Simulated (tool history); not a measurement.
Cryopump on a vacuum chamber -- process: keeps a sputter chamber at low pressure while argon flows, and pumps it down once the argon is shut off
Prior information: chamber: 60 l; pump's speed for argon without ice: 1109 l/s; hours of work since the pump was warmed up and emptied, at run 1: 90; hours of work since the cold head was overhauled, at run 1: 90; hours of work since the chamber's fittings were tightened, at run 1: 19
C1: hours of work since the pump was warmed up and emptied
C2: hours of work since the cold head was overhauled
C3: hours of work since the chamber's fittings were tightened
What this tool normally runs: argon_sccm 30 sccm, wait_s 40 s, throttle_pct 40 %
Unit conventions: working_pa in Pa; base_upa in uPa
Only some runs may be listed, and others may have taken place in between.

Run 1, hour 0: usual settings; C1 90; C2 90; C3 19. Result: working_pa 0.1161 Pa, base_upa 1.69 uPa.
Run 2, hour 18.4: usual settings; C1 98; C2 98; C3 27. Result: working_pa 0.115 Pa, base_upa 1.65 uPa.
Run 3, hour 32.1: usual settings; C1 104; C2 104; C3 33. Result: working_pa 0.1153 Pa, base_upa 1.64 uPa.
Run 4, hour 52: usual settings; C1 112; C2 112; C3 42. Result: working_pa 0.1156 Pa, base_upa 1.7 uPa.
Run 5, hour 62.9: usual settings; C1 117; C2 117; C3 46. Result: working_pa 0.1162 Pa, base_upa 1.68 uPa.
Run 6, hour 82.7: usual settings; C1 126; C2 126; C3 55. Result: working_pa 0.1156 Pa, base_upa 1.72 uPa.
Run 7, hour 102.5: usual settings; C1 134; C2 134; C3 63. Result: working_pa 0.1154 Pa, base_upa 1.77 uPa.
Run 8, hour 118.4: usual settings; C1 141; C2 141; C3 70. Result: working_pa 0.117 Pa, base_upa 1.7 uPa.
Run 9, hour 132.9: usual settings; C1 147; C2 147; C3 77. Result: working_pa 0.1164 Pa, base_upa 1.71 uPa.
Run 10, hour 147.3: usual settings but argon_sccm 28 sccm, throttle_pct 29 %; C1 154; C2 154; C3 83. Result: working_pa 0.1496 Pa, base_upa 1.74 uPa.
Run 11, hour 164.7: usual settings but argon_sccm 28 sccm, throttle_pct 29 %; C1 161; C2 161; C3 91. Result: working_pa 0.1489 Pa, base_upa 1.71 uPa.
Run 12, hour 181.4: usual settings but argon_sccm 28 sccm, throttle_pct 29 %; C1 168; C2 168; C3 98. Result: working_pa 0.1493 Pa, base_upa 1.81 uPa.
Run 13, hour 198.6: usual settings but wait_s 43 s, throttle_pct 38 %; C1 176; C2 176; C3 105. Result: working_pa 0.1225 Pa, base_upa 1.71 uPa.
Run 14, hour 214.5: usual settings but wait_s 188 s; C1 183; C2 183; C3 112. Result: working_pa 0.116 Pa, base_upa 0.69 uPa.
Run 15, hour 224.7: usual settings but argon_sccm 32 sccm, wait_s 110 s, throttle_pct 28 %; C1 187; C2 187; C3 117. Result: working_pa 0.1777 Pa, base_upa 0.9 uPa.

Consider 3 possible next runs. They are alternatives, not a sequence: every one starts from the tool as it was left by run 15. What does each give?
Run A, hour 243.1: usual settings but argon_sccm 38 sccm; C1 195; C2 195; C3 125. Result: working_pa ?, base_upa ?.
Run B, hour 243.1: usual settings but argon_sccm 53 sccm, wait_s 52 s, throttle_pct 46 %; C1 195; C2 195; C3 125. Result: working_pa ?, base_upa ?.
Run C, hour 243.1: usual settings but argon_sccm 49 sccm, throttle_pct 45 %; C1 195; C2 195; C3 125. Result: working_pa ?, base_upa ?.

run  working_pa  base_upa
  A      0.1484       1.8
  B      0.1787      1.51
  C      0.1686      1.82
With the hidden condition removed and each run's random variation left untouched, the same runs would have given:
run  working_pa  base_upa
  A      0.1453      1.67
  B      0.1744      1.37
  C      0.1647      1.69
